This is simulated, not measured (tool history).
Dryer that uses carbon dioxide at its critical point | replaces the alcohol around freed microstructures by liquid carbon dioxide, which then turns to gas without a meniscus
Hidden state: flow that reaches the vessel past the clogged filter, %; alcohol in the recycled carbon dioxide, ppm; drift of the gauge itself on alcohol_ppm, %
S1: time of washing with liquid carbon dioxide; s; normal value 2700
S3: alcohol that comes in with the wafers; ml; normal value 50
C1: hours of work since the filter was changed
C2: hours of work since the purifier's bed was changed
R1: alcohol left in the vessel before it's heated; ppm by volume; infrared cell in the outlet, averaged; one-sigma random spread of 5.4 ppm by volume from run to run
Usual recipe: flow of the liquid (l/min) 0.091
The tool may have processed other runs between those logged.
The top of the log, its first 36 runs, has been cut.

{"run": 37, "hour": 488.0, "S1": 1860, "flow of the liquid (l/min)": 0.0633, "S3": 35, "C1": 170, "C2": 497, "R1": 3838}
{"run": 38, "hour": 500.1, "S1": 2700, "flow of the liquid (l/min)": 0.1448, "S3": 45, "C1": 178, "C2": 505, "R1": 176}
{"run": 39, "hour": 514.7, "S1": 2700, "flow of the liquid (l/min)": 0.1448, "S3": 45, "C1": 188, "C2": 515, "R1": 191}
{"run": 40, "hour": 522.7, "S1": 3180, "flow of the liquid (l/min)": 0.091, "S3": 99, "C1": 193, "C2": 520, "R1": 305}
{"run": 41, "hour": 531.6, "S1": 3180, "flow of the liquid (l/min)": 0.091, "S3": 99, "C1": 199, "C2": 526, "R1": 305}
{"run": 42, "hour": 549.8, "S1": 2760, "flow of the liquid (l/min)": 0.0708, "S3": 25, "C1": 211, "C2": 538, "R1": 566}
{"run": 43, "hour": 565.3, "S1": 2760, "flow of the liquid (l/min)": 0.0708, "S3": 25, "C1": 222, "C2": 549, "R1": 570}
{"run": 44, "hour": 583.3, "S1": 2760, "flow of the liquid (l/min)": 0.0708, "S3": 25, "C1": 234, "C2": 561, "R1": 586}
{"run": 45, "hour": 602.0, "S1": 2760, "flow of the liquid (l/min)": 0.0708, "S3": 25, "C1": 246, "C2": 573, "R1": 596}
{"run": 46, "hour": 620.9, "S1": 1980, "flow of the liquid (l/min)": 0.1229, "S3": 60, "C1": 259, "C2": 586, "R1": 463}

Predict each of these 4 candidate next runs independently; none follows another, all start after run 46:
{"run": "A", "hour": 633.2, "S1": 2700, "flow of the liquid (l/min)": 0.091, "S3": 53, "C1": 267, "C2": 594, "R1": "?"}
{"run": "B", "hour": 633.2, "S1": 3600, "flow of the liquid (l/min)": 0.1182, "S3": 57, "C1": 267, "C2": 594, "R1": "?"}
{"run": "C", "hour": 633.2, "S1": 2400, "flow of the liquid (l/min)": 0.091, "S3": 50, "C1": 267, "C2": 594, "R1": "?"}
{"run": "D", "hour": 633.2, "S1": 1740, "flow of the liquid (l/min)": 0.1229, "S3": 60, "C1": 267, "C2": 594, "R1": "?"}

run=A R1=431
run=B R1=221
run=C R1=653
run=D R1=746
Stripped of hidden state, with their random variation kept, the same runs would have yielded:
run=A R1=141
run=B R1=12
run=C R1=292
run=D R1=354

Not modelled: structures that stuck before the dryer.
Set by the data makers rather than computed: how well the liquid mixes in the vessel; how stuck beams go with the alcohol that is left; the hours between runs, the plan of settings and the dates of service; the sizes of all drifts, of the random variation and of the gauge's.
